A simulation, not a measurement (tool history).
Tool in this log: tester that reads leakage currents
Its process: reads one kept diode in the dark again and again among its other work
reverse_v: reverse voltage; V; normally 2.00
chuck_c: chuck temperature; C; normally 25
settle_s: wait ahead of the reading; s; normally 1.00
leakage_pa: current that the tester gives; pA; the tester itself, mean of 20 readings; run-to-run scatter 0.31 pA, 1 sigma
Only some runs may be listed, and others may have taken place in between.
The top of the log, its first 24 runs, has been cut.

run	hour	reverse_v	chuck_c	settle_s	hours of work since the probe card was cleaned	hours of work since the tester was calibrated	hours of work since the chuck was calibrated	leakage_pa
25	1241.0	8.18	25	8.34	1851	1370	939	216.84
26	1292.2	5.06	20	6.74	1886	1405	974	111.48
27	1330.4	5.06	28	0.46	1913	1431	1001	211.42
28	1388.0	3.39	23	8.87	1952	1471	1041	114.31
29	1442.5	2.27	31	6.10	1990	1509	1079	171.32
30	1476.7	1.19	25	9.04	2014	1533	1102	75.68
31	1513.0	7.26	25	1.97	2039	1558	1127	203.06
# hour 1562.8: chuck's temperature calibrated
32	1583.6	7.26	25	1.97	2087	1606	14	204.21
33	1639.5	13.22	24	1.00	2125	1644	53	259.43
34	1675.4	13.22	24	1.00	2150	1669	78	260.16
35	1712.5	7.98	25	1.00	2176	1695	104	212.83
36	1748.8	13.53	45	4.26	2201	1720	129	1241.25
37	1791.3	12.49	35	0.38	2231	1749	158	584.43
38	1847.5	12.49	35	0.38	2269	1788	197	585.58

Each row is a separate what-if for the run after 38, all from the same tool condition, not one after another. Results?
A	1920.2	8.04	42	0.31	2320	1839	248	?
B	1920.2	8.94	48	0.50	2320	1839	248	?
C	1920.2	12.49	24	0.97	2320	1839	248	?
D	1920.2	2.00	21	1.00	2320	1839	248	?
E	1920.2	3.30	25	1.00	2320	1839	248	?

run	leakage_pa
A	765.93
B	1225.68
C	252.01
D	73.06
E	132.53
Stripped of hidden state, with their random variation kept, the same runs would have yielded:
run	leakage_pa
A	765.56
B	1225.13
C	251.86
D	73.02
E	132.45
